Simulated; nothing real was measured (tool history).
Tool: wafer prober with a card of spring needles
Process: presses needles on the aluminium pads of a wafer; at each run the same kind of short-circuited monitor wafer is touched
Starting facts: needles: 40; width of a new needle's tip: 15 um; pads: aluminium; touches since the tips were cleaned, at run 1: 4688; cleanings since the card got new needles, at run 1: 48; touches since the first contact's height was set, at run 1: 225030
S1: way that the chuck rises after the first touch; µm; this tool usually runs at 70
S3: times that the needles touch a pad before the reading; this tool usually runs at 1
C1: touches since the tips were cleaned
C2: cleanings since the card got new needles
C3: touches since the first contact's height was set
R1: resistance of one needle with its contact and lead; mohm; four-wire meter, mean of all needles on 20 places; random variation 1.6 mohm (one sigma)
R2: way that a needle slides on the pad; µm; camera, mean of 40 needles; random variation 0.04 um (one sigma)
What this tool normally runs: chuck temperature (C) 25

Run 1, day 0.000: usual settings; C1 4688; C2 48; C3 225030. Result: R1 179 mohm, R2 8.13 µm.
At day 0.271: height of the first contact set anew.
At day 0.492: tips cleaned on abrasive film.
Run 2, day 0.950: usual settings; C1 3562; C2 49; C3 5264. Result: R1 177 mohm, R2 8.14 µm.
At day 1.608: tips cleaned on abrasive film.
Run 3, day 2.467: usual settings but S1 51 µm; C1 6663; C2 50; C3 17040. Result: R1 199 mohm, R2 5.79 µm.
At day 2.650: tips cleaned on abrasive film.
At day 3.679: tips cleaned on abrasive film.
Run 4, day 3.938: usual settings but S1 51 µm; C1 2003; C2 52; C3 28441. Result: R1 184 mohm, R2 5.75 µm.
At day 4.721: tips cleaned on abrasive film.
Run 5, day 5.704: usual settings but S1 77 µm; C1 7685; C2 53; C3 42189. Result: R1 179 mohm, R2 8.91 µm.
At day 5.833: tips cleaned on abrasive film.
At day 6.958: tips cleaned on abrasive film.
Run 6, day 7.604: usual settings but S1 77 µm; C1 5021; C2 55; C3 56919. Result: R1 179 mohm, R2 8.93 µm.
At day 8.042: tips cleaned on abrasive film.
At day 8.542: height of the first contact set anew, once more.
Run 7, day 8.742: usual settings but S1 77 µm; C1 5378; C2 56; C3 1579. Result: R1 176 mohm, R2 9.35 µm.
At day 9.125: tips cleaned on abrasive film.
At day 10.212: tips cleaned on abrasive film.
Run 8, day 10.212: usual settings but S1 65 µm; C1 0; C2 58; C3 12971. Result: R1 163 mohm, R2 7.82 µm.
At day 11.308: tips cleaned on abrasive film.
Run 9, day 11.783: usual settings but S1 65 µm; C1 3708; C2 59; C3 25158. Result: R1 182 mohm, R2 7.82 µm.
At day 12.488: tips cleaned on abrasive film.
Run 10, day 12.588: usual settings; C1 784; C2 60; C3 31400. Result: R1 167 mohm, R2 8.43 µm.
At day 13.554: tips cleaned on abrasive film.
Run 11, day 13.588: usual settings; C1 251; C2 61; C3 39157. Result: R1 165 mohm, R2 8.42 µm.
At day 14.688: tips cleaned on abrasive film.
Run 12, day 14.804: usual settings; C1 930; C2 62; C3 48619. Result: R1 169 mohm, R2 8.43 µm.
At day 15.783: tips cleaned on abrasive film.
Run 13, day 16.267: usual settings; C1 3766; C2 63; C3 59973. Result: R1 176 mohm, R2 8.33 µm.
At day 16.867: tips cleaned on abrasive film.
At day 17.967: tips cleaned on abrasive film.
Run 14, day 18.104: usual settings; C1 1050; C2 65; C3 74210. Result: R1 168 mohm, R2 8.40 µm.
At day 19.058: tips cleaned on abrasive film.
Run 15, day 19.421: usual settings but S1 74 µm, S3 3; C1 2805; C2 66; C3 84440. Result: R1 167 mohm, R2 8.90 µm.
At day 20.125: tips cleaned on abrasive film.
Run 16, day 20.929: usual settings but S1 74 µm, S3 3; C1 6268; C2 67; C3 96166. Result: R1 172 mohm, R2 8.87 µm.
At day 21.225: tips cleaned on abrasive film.
At day 22.329: tips cleaned on abrasive film.
Run 17, day 22.362: usual settings but S1 53 µm, chuck temperature (C) 67, S3 3; C1 254; C2 69; C3 107270. Result: R1 171 mohm, R2 6.37 µm.
At day 23.412: tips cleaned on abrasive film.
Run 18, day 23.500: usual settings but S1 89 µm, chuck temperature (C) 67, S3 3; C1 699; C2 70; C3 116124. Result: R1 170 mohm, R2 10.64 µm.
At day 24.429: tips cleaned on abrasive film.
Run 19, day 24.625: usual settings but S1 50 µm, chuck temperature (C) 124, S3 3; C1 1540; C2 71; C3 124856. Result: R1 191 mohm, R2 5.87 µm.
At day 25.471: tips cleaned on abrasive film.
Run 20, day 25.529: usual settings but S1 50 µm, chuck temperature (C) 124, S3 3; C1 432; C2 72; C3 131842. Result: R1 184 mohm, R2 5.84 µm.
At day 26.554: tips cleaned on abrasive film.
Run 21, day 26.908: usual settings but S1 71 µm, chuck temperature (C) 95, S3 3; C1 2763; C2 73; C3 142579. Result: R1 180 mohm, R2 8.40 µm.
At day 27.608: tips cleaned on abrasive film.
At day 28.662: tips cleaned on abrasive film.
Run 22, day 28.804: usual settings but S1 65 µm, chuck temperature (C) 77; C1 1114; C2 75; C3 157272. Result: R1 182 mohm, R2 7.71 µm.
At day 29.725: tips cleaned on abrasive film.
Run 23, day 30.675: usual settings but S1 71 µm, chuck temperature (C) 77, S3 2; C1 7383; C2 76; C3 171813. Result: R1 185 mohm, R2 8.35 µm.
At day 30.858: tips cleaned on abrasive film.
At day 31.921: tips cleaned on abrasive film.
Run 24, day 31.921: usual settings but S1 71 µm, chuck temperature (C) 77, S3 2; C1 0; C2 78; C3 181465. Result: R1 173 mohm, R2 8.36 µm.
Run 25, day 32.804: usual settings but S1 71 µm, chuck temperature (C) 77, S3 2; C1 6899; C2 78; C3 188364. Result: R1 183 mohm, R2 8.31 µm.
At day 33.004: tips cleaned on abrasive film.
At day 34.029: tips cleaned on abrasive film.
Run 26, day 34.158: usual settings but S1 71 µm, chuck temperature (C) 37, S3 2; C1 1018; C2 80; C3 198833. Result: R1 170 mohm, R2 8.33 µm.

Some steps in R1 between neighbouring runs. How much of each would the tool show without its hidden state too (settings, what came in, random variation), and how much is left for the hidden state, with any gauge scatter that isn't in both results?
The tool's hidden condition here consists of: debris on the tips, nm; way that the needles fall short of the set height, um; tips' diameter, um; drift of the gauge itself on contact_mohm, %; drift of the gauge itself on scrub_um, %.
Run 2 -> 3: S1 70 -> 51, tips cleaned on abrasive film. R1 +22 mohm: hidden state +19, all else +3.
Run 3 -> 4: tips cleaned on abrasive film, tips cleaned on abrasive film. R1 -15 mohm: hidden state -14, all else -1.
Run 18 -> 19: S1 89 -> 50, chuck temperature (C) 67 -> 124, tips cleaned on abrasive film. R1 +21 mohm: hidden state +5, all else +16.
